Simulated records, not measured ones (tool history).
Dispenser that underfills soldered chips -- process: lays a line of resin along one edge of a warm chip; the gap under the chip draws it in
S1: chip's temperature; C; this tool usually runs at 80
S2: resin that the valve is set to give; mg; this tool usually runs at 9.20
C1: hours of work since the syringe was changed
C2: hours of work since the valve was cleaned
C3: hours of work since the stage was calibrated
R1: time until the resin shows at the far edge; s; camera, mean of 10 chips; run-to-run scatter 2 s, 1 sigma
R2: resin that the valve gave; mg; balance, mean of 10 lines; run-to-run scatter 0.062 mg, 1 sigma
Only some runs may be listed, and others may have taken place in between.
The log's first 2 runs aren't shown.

run	hour	S1	S2	C1	C2	C3	R1	R2
# hour 13.8: new syringe of resin
3	17.6	80	9.20	3	29	238	209.3	9.17
# hour 26.2: new syringe of resin
4	31.2	80	9.20	3	38	247	211.5	9.03
# hour 38.9: new syringe of resin
5	39.8	80	9.20	1	43	252	188.6	8.94
# hour 52.0: new syringe of resin
6	52.0	80	9.20	0	51	260	193.4	9.04
7	59.0	80	9.28	5	56	265	233.4	9.13
# hour 64.3: new syringe of resin
8	70.5	92	9.20	4	64	272	158.5	9.03
# hour 76.8: new syringe of resin
9	80.9	92	9.20	3	70	279	148.0	8.85
10	87.8	92	9.53	7	75	284	180.6	9.26
# hour 89.3: new syringe of resin
11	99.4	80	9.20	7	83	291	253.1	8.92
# hour 101.5: new syringe of resin
12	105.5	73	9.20	3	86	295	260.7	8.89
13	112.5	93	9.20	7	91	300	176.7	9.00
# hour 114.2: new syringe of resin
14	122.1	93	9.20	5	97	306	163.3	8.90
# hour 127.0: new syringe of resin
15	134.4	93	11.01	5	105	314	151.4	10.57
# hour 139.7: new syringe of resin
# hour 143.2: dispensing valve cleaned and set on the balance
16	144.3	93	11.01	2	1	320	135.4	10.94
# hour 153.3: new syringe of resin
17	156.5	93	11.01	2	9	328	133.4	10.95
18	164.4	93	11.01	7	14	333	171.4	10.89
# hour 165.6: new syringe of resin
# hour 178.2: new syringe of resin
19	178.3	91	9.67	0	23	342	132.4	9.51
20	185.7	92	8.45	5	28	347	165.3	8.32
# hour 190.8: new syringe of resin
21	197.3	92	8.45	4	35	354	158.3	8.20
# hour 203.2: new syringe of resin
22	205.6	76	7.88	2	41	360	230.1	7.70
23	211.5	85	9.96	6	45	364	200.9	9.78
# hour 215.9: new syringe of resin
24	223.3	69	10.52	5	52	371	318.0	10.15
# hour 228.2: new syringe of resin
25	234.1	92	9.09	4	59	378	152.7	8.81

Expected results for the next run?
# hour 240.8: new syringe of resin
26	240.8	92	9.09	0	64	383	?	?

Run 26 came out at R1 131.1 s, R2 8.84 mg.
Were there no unlogged condition in the tool, this run, its random variation unchanged, would have produced R1 137.5 s, R2 9.12 mg.

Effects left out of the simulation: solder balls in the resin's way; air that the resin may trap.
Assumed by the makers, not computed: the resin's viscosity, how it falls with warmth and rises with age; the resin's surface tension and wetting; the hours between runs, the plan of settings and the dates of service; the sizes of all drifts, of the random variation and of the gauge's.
